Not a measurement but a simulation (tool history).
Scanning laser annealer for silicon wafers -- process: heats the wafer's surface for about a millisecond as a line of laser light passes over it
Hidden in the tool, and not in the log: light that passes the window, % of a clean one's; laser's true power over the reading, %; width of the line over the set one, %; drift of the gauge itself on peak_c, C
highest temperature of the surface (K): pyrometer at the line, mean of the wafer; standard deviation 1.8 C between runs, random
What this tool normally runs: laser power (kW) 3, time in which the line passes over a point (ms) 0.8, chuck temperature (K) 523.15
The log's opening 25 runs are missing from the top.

| run | hour | laser power (kW) | time in which the line passes over a point (ms) | chuck temperature (K) | hours of work since the window was cleaned | hours of work since the power meter was calibrated | hours of work since the optics were aligned | highest temperature of the surface (K) |
|---|---|---|---|---|---|---|---|---|
| 26 | 459.4 | 2.802 | 0.8 | 523.15 | 89 | 519 | 585 | 1176.15 |
| 27 | 472.6 | 3.099 | 0.8 | 534.15 | 99 | 529 | 595 | 1264.15 |
| 28 | 483.9 | 2.615 | 0.841 | 537.15 | 108 | 537 | 603 | 1161.15 |
| 29 | 497.8 | 3.124 | 0.68 | 488.15 | 118 | 548 | 613 | 1161.15 |
| 30 | 521.8 | 3.124 | 0.68 | 488.15 | 136 | 565 | 631 | 1162.15 |
| 31 | 536.4 | 3.124 | 0.68 | 488.15 | 147 | 576 | 642 | 1161.15 |
| 32 | 559.5 | 3.124 | 0.68 | 488.15 | 164 | 594 | 660 | 1160.15 |
| 33 | 580.9 | 2.934 | 0.595 | 488.15 | 180 | 610 | 676 | 1072.15 |
| 34 | 603.9 | 3.206 | 0.752 | 523.15 | 197 | 627 | 693 | 1257.15 |
| 35 | 621.9 | 3.206 | 0.752 | 503.15 | 211 | 640 | 706 | 1237.15 |
| 36 | 639.7 | 3.083 | 0.8 | 562.15 | 224 | 654 | 719 | 1288.15 |
| 37 | 658.7 | 2.895 | 0.58 | 562.15 | 238 | 668 | 734 | 1128.15 |
| 38 | 679.4 | 3.104 | 0.925 | 522.15 | 254 | 683 | 749 | 1317.15 |
| 39 | 692.2 | 2.732 | 0.947 | 501.15 | 263 | 693 | 759 | 1201.15 |
| 40 | 704.1 | 2.732 | 0.947 | 501.15 | 272 | 702 | 768 | 1200.15 |

5 ways to go on from here, each from the tool as it stands after run 40. What would each give?
| A | 727 | 2.729 | 0.947 | 556.15 | 289 | 719 | 785 | ? |
| B | 727 | 2.732 | 0.947 | 547.15 | 289 | 719 | 785 | ? |
| C | 727 | 3 | 0.886 | 523.15 | 289 | 719 | 785 | ? |
| D | 727 | 2.796 | 0.592 | 547.15 | 289 | 719 | 785 | ? |
| E | 727 | 3 | 0.875 | 523.15 | 289 | 719 | 785 | ? |

| run | highest temperature of the surface (K) |
|---|---|
| A | 1254.15 |
| B | 1245.15 |
| C | 1271.15 |
| D | 1094.15 |
| E | 1267.15 |
The same runs, with their run-to-run variation unchanged, on a tool lacking any hidden condition would have given:
| run | highest temperature of the surface (K) |
|---|---|
| A | 1254.15 |
| B | 1245.15 |
| C | 1271.15 |
| D | 1094.15 |
| E | 1267.15 |

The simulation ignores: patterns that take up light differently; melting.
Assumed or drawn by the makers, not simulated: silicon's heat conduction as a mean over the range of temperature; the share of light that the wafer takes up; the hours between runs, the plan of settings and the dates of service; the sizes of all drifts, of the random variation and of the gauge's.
